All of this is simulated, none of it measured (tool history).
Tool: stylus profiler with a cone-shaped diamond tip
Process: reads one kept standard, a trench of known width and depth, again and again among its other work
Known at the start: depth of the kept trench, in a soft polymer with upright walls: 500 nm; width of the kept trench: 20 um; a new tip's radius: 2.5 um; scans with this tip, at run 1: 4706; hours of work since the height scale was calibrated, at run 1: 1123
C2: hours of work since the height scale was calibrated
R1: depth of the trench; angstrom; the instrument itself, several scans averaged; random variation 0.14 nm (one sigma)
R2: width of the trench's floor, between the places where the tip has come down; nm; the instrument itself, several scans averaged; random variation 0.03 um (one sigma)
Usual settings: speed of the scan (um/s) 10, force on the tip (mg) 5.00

Run 1, hour 0.0: usual settings; scans with this tip 4706; C2 1123. Result: R1 5067.0 angstrom, R2 17000 nm.
Run 2, hour 27.6: usual settings; scans with this tip 4776; C2 1139. Result: R1 5064.4 angstrom, R2 16970 nm.
Run 3, hour 54.8: usual settings; scans with this tip 4844; C2 1156. Result: R1 5065.0 angstrom, R2 16930 nm.
Run 4, hour 98.1: usual settings; scans with this tip 4954; C2 1182. Result: R1 5066.3 angstrom, R2 16910 nm.
Run 5, hour 137.7: usual settings; scans with this tip 5054; C2 1206. Result: R1 5064.2 angstrom, R2 16910 nm.
Run 6, hour 162.7: usual settings; scans with this tip 5117; C2 1221. Result: R1 5068.2 angstrom, R2 17010 nm.
Run 7, hour 194.1: usual settings; scans with this tip 5196; C2 1240. Result: R1 5066.1 angstrom, R2 16970 nm.
Run 8, hour 227.9: usual settings; scans with this tip 5281; C2 1260. Result: R1 5065.4 angstrom, R2 16930 nm.
Run 9, hour 262.7: usual settings but speed of the scan (um/s) 5; scans with this tip 5369; C2 1281. Result: R1 5065.9 angstrom, R2 16930 nm.
Run 10, hour 290.4: usual settings but speed of the scan (um/s) 32; scans with this tip 5439; C2 1298. Result: R1 5066.7 angstrom, R2 16860 nm.
Run 11, hour 337.3: usual settings but speed of the scan (um/s) 32, force on the tip (mg) 1.97; scans with this tip 5557; C2 1326. Result: R1 5036.1 angstrom, R2 16830 nm.
Run 12, hour 365.9: usual settings but speed of the scan (um/s) 32, force on the tip (mg) 1.97; scans with this tip 5630; C2 1343. Result: R1 5037.1 angstrom, R2 16870 nm.
Run 13, hour 415.9: usual settings but force on the tip (mg) 12.65; scans with this tip 5756; C2 1373. Result: R1 5121.4 angstrom, R2 16960 nm.
Run 14, hour 443.4: usual settings but speed of the scan (um/s) 11, force on the tip (mg) 11.72; scans with this tip 5825; C2 1390. Result: R1 5116.0 angstrom, R2 17000 nm.
Run 15, hour 467.8: usual settings but speed of the scan (um/s) 5, force on the tip (mg) 10.57; scans with this tip 5887; C2 1404. Result: R1 5107.8 angstrom, R2 16980 nm.
Run 16, hour 494.7: usual settings but force on the tip (mg) 3.16; scans with this tip 5954; C2 1421. Result: R1 5048.6 angstrom, R2 16960 nm.
Run 17, hour 517.1: usual settings but speed of the scan (um/s) 9; scans with this tip 6011; C2 1434. Result: R1 5064.5 angstrom, R2 16970 nm.
Run 18, hour 544.1: usual settings but speed of the scan (um/s) 9; scans with this tip 6079; C2 1450. Result: R1 5066.5 angstrom, R2 17010 nm.
Run 19, hour 588.1: usual settings but speed of the scan (um/s) 7, force on the tip (mg) 10.13; scans with this tip 6190; C2 1477. Result: R1 5105.8 angstrom, R2 16990 nm.
Run 20, hour 634.4: usual settings but speed of the scan (um/s) 7, force on the tip (mg) 10.13; scans with this tip 6307; C2 1505. Result: R1 5106.1 angstrom, R2 17020 nm.
Run 21, hour 679.6: usual settings but speed of the scan (um/s) 33, force on the tip (mg) 1.80; scans with this tip 6421; C2 1532. Result: R1 5032.1 angstrom, R2 16800 nm.

4 ways to go on from here, each from the tool as it stands after run 21. What would each give?
Run A, hour 720.0: usual settings but speed of the scan (um/s) 33, force on the tip (mg) 5.63; scans with this tip 6523; C2 1556. Result: R1 ?, R2 ?.
Run B, hour 720.0: usual settings but speed of the scan (um/s) 15, force on the tip (mg) 14.45; scans with this tip 6523; C2 1556. Result: R1 ?, R2 ?.
Run C, hour 720.0: usual settings but speed of the scan (um/s) 23, force on the tip (mg) 8.57; scans with this tip 6523; C2 1556. Result: R1 ?, R2 ?.
Run D, hour 720.0: usual settings but speed of the scan (um/s) 32, force on the tip (mg) 1.80; scans with this tip 6523; C2 1556. Result: R1 ?, R2 ?.

run      R1     R2
  A  5074.0  16860
  B  5133.3  16990
  C  5096.5  16940
  D  5032.3  16770
Without the tool's hidden state the same runs would have given:
run      R1     R2
  A  5073.7  16860
  B  5133.0  16990
  C  5096.2  16940
  D  5032.0  16780
